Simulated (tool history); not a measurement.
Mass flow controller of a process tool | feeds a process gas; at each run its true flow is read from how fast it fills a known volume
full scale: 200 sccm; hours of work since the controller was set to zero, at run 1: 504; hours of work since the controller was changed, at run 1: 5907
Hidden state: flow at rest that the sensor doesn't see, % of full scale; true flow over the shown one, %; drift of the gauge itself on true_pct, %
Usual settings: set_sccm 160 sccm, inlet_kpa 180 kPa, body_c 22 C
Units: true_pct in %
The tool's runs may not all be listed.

run      day  set_sccm  inlet_kpa  body_c  hours of work since the controller was set to zero  hours of work since the controller was changed  true_pct
  1        0       160        180      22                                                 504                                            5907    101.37
  2    7.138       160        180      22                                                 637                                            6040    101.38
  3   18.258       160        180      21                                                 844                                            6247    101.41
  4   29.854       160        165      22                                                1060                                            6463    101.24
  5   37.375        87        180      22                                                1200                                            6603    101.29
  6   48.667        87        180      35                                                1410                                            6814    101.41
  7   54.633        87        180      35                                                1521                                            6925    101.58
  8     65.3        87        180      35                                                1720                                            7123    101.63
  9   72.342        87        180      35                                                1851                                            7255    101.67
 10   82.775        87        180      35                                                2046                                            7449    101.57
 11   90.008       160        180      22                                                2180                                            7584    101.65
 12  103.567       160        180      22                                                2433                                            7836    101.81
 13  116.225       160        180      22                                                2669                                            8072    101.73
 14   130.15       160        180      22                                                2928                                            8331    101.73
 15  143.125       160        258      22                                                3169                                            8573    102.16
 16  148.717        60        159      20                                                3274                                            8677     100.8
 17  155.446        38        231      22                                                3399                                            8802    100.48
 18    168.1        38        231      22                                                3635                                            9038    100.61
 19  180.938        94        197      22                                                3874                                            9277    101.57
 20   189.15        66        216      24                                                4027                                            9430    101.24
 21    201.3       128        226      29                                                4253                                            9656    102.24
 22  209.171        33        148      22                                                4399                                            9803     99.69
 23  219.567        33        148      22                                                4593                                            9996     99.57
 24  232.388        20        180      24                                                4832                                           10235     98.18
 25  238.758        20        180      24                                                4950                                           10354     98.23
 26  248.704       128        180      34                                                5136                                           10539     102.2
 27  255.192       128        180      34                                                5256                                           10660    102.22
     256.083  -- controller's zero set anew
 28  265.667       115        140      32                                                 179                                           10854    102.78
 29   277.55        83        167      22                                                 400                                           11076    102.41
 30  286.496        83        167      22                                                 566                                           11242    102.35

The same runs without the tool's hidden state, with the same run-to-run variation:
run  true_pct
  1     99.72
  2     99.72
  3     99.71
  4      99.5
  5     99.65
  6     99.76
  7     99.92
  8     99.94
  9     99.98
 10     99.85
 11     99.72
 12     99.83
 13     99.71
 14     99.66
 15    100.05
 16     99.27
 17     99.51
 18     99.68
 19     99.63
 20      99.6
 21    100.06
 22     99.18
 23     99.11
 24     99.39
 25      99.5
 26     99.89
 27     99.89
 28     99.74
 29     99.37
 30      99.3
